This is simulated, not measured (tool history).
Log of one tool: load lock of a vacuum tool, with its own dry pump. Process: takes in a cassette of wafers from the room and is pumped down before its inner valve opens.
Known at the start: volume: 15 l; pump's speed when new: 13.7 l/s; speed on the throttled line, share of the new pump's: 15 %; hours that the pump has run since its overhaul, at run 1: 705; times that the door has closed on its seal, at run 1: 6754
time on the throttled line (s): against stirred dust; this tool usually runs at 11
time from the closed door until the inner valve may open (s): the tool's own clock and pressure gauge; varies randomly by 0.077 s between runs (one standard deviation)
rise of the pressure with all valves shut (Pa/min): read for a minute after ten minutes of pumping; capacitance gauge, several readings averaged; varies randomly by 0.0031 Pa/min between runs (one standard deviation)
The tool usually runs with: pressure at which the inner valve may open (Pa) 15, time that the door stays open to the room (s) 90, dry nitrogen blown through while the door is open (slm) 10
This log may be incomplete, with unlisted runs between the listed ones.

run	hour	time on the throttled line (s)	pressure at which the inner valve may open (Pa)	time that the door stays open to the room (s)	dry nitrogen blown through while the door is open (slm)	hours that the pump has run since its overhaul	times that the door has closed on its seal	incoming humidity of the room's air, %	time from the closed door until the inner valve may open (s)	rise of the pressure with all valves shut (Pa/min)
1	0.0	11	15	90	10	705	6754	47.8	19.10	0.125
2	89.8	11	15	90	10	795	7098	45.9	19.14	0.124
3	156.9	7	15	90	10	862	7355	46.2	15.77	0.117
4	213.3	7	15	240	10	918	7571	48.0	15.87	0.166
5	283.8	11	15	196	10	989	7842	42.5	19.17	0.144
6	382.5	11	15	47	10	1088	8220	44.4	19.15	0.104
7	487.7	11	15	47	10	1193	8623	44.3	19.25	0.097
8	580.6	11	15	38	10	1286	8979	49.7	19.20	0.112
9	641.1	10	15	90	10	1346	9211	44.4	18.33	0.130
10	745.9	11	15	90	10	1451	9613	45.5	19.18	0.126
11	796.1	11	15	90	10	1501	9805	43.9	19.24	0.126
12	875.8	11	15	90	10	1581	10111	44.6	19.25	0.135
13	953.2	11	15	90	10	1658	10407	44.8	19.14	0.131
14	1011.8	11	15	90	8	1717	10632	48.7	19.25	0.144
15	1069.4	11	15	90	8	1774	10853	44.2	19.22	0.136
16	1138.5	11	15	90	8	1844	11118	48.7	19.12	0.145
17	1205.5	11	12	232	5	1911	11375	44.3	19.50	0.195
18	1279.2	11	12	232	5	1984	11658	41.7	19.49	0.189
19	1326.2	11	22	33	10	2031	11838	46.4	18.77	0.116
20	1410.9	11	22	33	10	2116	12162	45.3	18.77	0.120
21	1472.8	11	22	33	10	2178	12400	45.8	18.91	0.121
22	1541.5	7	25	221	8	2247	12663	44.5	15.17	0.190
23	1622.1	7	17	90	8	2327	12972	45.6	15.66	0.151
24	1675.5	7	17	90	8	2381	13177	44.2	15.63	0.157
25	1736.1	7	17	170	9	2441	13409	44.4	15.69	0.178
26	1797.5	11	15	40	38	2503	13644	48.1	19.28	0.108
27	1845.9	11	15	40	38	2551	13830	44.7	19.20	0.108
28	1892.1	17	15	60	38	2597	14007	46.5	24.33	0.114
29	1956.9	11	15	90	26	2662	14255	43.2	19.15	0.133
30	2031.4	11	15	90	26	2736	14541	48.8	19.27	0.140
31	2125.4	22	20	29	12	2830	14901	42.0	28.15	0.125

A few steps of time from the closed door until the inner valve may open (s) between consecutive runs. Split each: what settings, incoming material and random variation would produce without the hidden state, and what is left over for the hidden state, along with gauge scatter present in only one of the two compared results (measured, and without hidden state):
The hidden state here: pump's speed, % of a new pump's; leak at the door's seal, Pa l/s; drift of the gauge itself on ready_s, %; drift of the gauge itself on rise_pa_min, %.
Run 21 -> 22: time on the throttled line (s) 11 -> 7, pressure at which the inner valve may open (Pa) 22 -> 25, time that the door stays open to the room (s) 33 -> 221, dry nitrogen blown through while the door is open (slm) 10 -> 8. time from the closed door until the inner valve may open (s) -3.74: hidden state +0.02, all else -3.76.
Run 27 -> 28: time on the throttled line (s) 11 -> 17, time that the door stays open to the room (s) 40 -> 60. time from the closed door until the inner valve may open (s) +5.13: hidden state -0.02, all else +5.15.
Run 28 -> 29: time on the throttled line (s) 17 -> 11, time that the door stays open to the room (s) 60 -> 90, dry nitrogen blown through while the door is open (slm) 38 -> 26. time from the closed door until the inner valve may open (s) -5.18: hidden state +0.03, all else -5.21.
Run 30 -> 31: time on the throttled line (s) 11 -> 22, pressure at which the inner valve may open (Pa) 15 -> 20, time that the door stays open to the room (s) 90 -> 29, dry nitrogen blown through while the door is open (slm) 26 -> 12. time from the closed door until the inner valve may open (s) +8.88: hidden state -0.04, all else +8.92.

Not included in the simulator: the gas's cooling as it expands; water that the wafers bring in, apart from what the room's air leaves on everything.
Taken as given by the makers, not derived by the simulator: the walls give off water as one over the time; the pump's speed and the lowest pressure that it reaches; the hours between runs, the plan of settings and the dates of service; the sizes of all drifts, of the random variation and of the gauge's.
